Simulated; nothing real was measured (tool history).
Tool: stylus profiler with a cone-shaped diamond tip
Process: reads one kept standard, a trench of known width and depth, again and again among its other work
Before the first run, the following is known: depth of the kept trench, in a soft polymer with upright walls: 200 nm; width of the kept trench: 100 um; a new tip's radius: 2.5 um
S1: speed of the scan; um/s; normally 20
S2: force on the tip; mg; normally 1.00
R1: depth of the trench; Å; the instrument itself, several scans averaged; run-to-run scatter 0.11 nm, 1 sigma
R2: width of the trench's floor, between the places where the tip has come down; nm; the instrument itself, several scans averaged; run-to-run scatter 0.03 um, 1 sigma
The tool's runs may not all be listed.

{"run": 1, "hour": 0.0, "S1": 20, "S2": 1.0, "R1": 2021.7, "R2": 97220}
{"run": 2, "hour": 11.2, "S1": 20, "S2": 1.0, "R1": 2025.2, "R2": 97220}
{"hour": 16.0, "done": "new tip fitted, height scale calibrated"}
{"run": 3, "hour": 25.2, "S1": 20, "S2": 1.0, "R1": 2011.4, "R2": 97890}
{"run": 4, "hour": 41.3, "S1": 20, "S2": 1.0, "R1": 2013.9, "R2": 97890}
{"run": 5, "hour": 56.7, "S1": 20, "S2": 1.0, "R1": 2010.3, "R2": 97820}
{"run": 6, "hour": 66.0, "S1": 20, "S2": 1.0, "R1": 2011.0, "R2": 97870}
{"run": 7, "hour": 84.8, "S1": 20, "S2": 1.0, "R1": 2012.4, "R2": 97800}
{"run": 8, "hour": 94.1, "S1": 20, "S2": 1.0, "R1": 2011.8, "R2": 97900}
{"run": 9, "hour": 114.1, "S1": 20, "S2": 1.0, "R1": 2013.2, "R2": 97860}
{"run": 10, "hour": 126.5, "S1": 20, "S2": 1.0, "R1": 2013.2, "R2": 97880}
{"run": 11, "hour": 142.1, "S1": 20, "S2": 1.0, "R1": 2012.0, "R2": 97870}
{"run": 12, "hour": 160.3, "S1": 20, "S2": 0.6, "R1": 2008.0, "R2": 97710}
{"run": 13, "hour": 180.3, "S1": 59, "S2": 0.35, "R1": 2006.5, "R2": 97130}
{"hour": 181.8, "done": "height scale calibrated on a step standard"}
{"run": 14, "hour": 194.1, "S1": 12, "S2": 0.38, "R1": 2008.9, "R2": 97840}
{"run": 15, "hour": 208.6, "S1": 12, "S2": 0.45, "R1": 2008.3, "R2": 97890}
{"hour": 224.1, "done": "height scale calibrated on a step standard, once more"}
{"run": 16, "hour": 227.2, "S1": 65, "S2": 0.45, "R1": 2008.5, "R2": 97020}
{"run": 17, "hour": 240.1, "S1": 65, "S2": 0.45, "R1": 2006.9, "R2": 97080}
{"run": 18, "hour": 260.2, "S1": 62, "S2": 1.0, "R1": 2013.1, "R2": 97370}
{"run": 19, "hour": 272.7, "S1": 19, "S2": 1.0, "R1": 2013.4, "R2": 97860}
{"run": 20, "hour": 289.7, "S1": 23, "S2": 1.0, "R1": 2012.8, "R2": 97800}

Consider 3 possible next runs. They are alternatives, not a sequence: every one starts from the tool as it was left by run 20. What does each give?
{"run": "A", "hour": 306.8, "S1": 13, "S2": 2.61, "R1": "?", "R2": "?"}
{"run": "B", "hour": 306.8, "S1": 28, "S2": 0.61, "R1": "?", "R2": "?"}
{"run": "C", "hour": 306.8, "S1": 17, "S2": 0.42, "R1": "?", "R2": "?"}

run=A R1=2022.7 R2=97850
run=B R1=2010.6 R2=97600
run=C R1=2006.8 R2=97730
With the hidden condition removed and each run's random variation left untouched, the same runs would have given:
run=A R1=2021.1 R2=97910
run=B R1=2009.0 R2=97660
run=C R1=2005.2 R2=97800
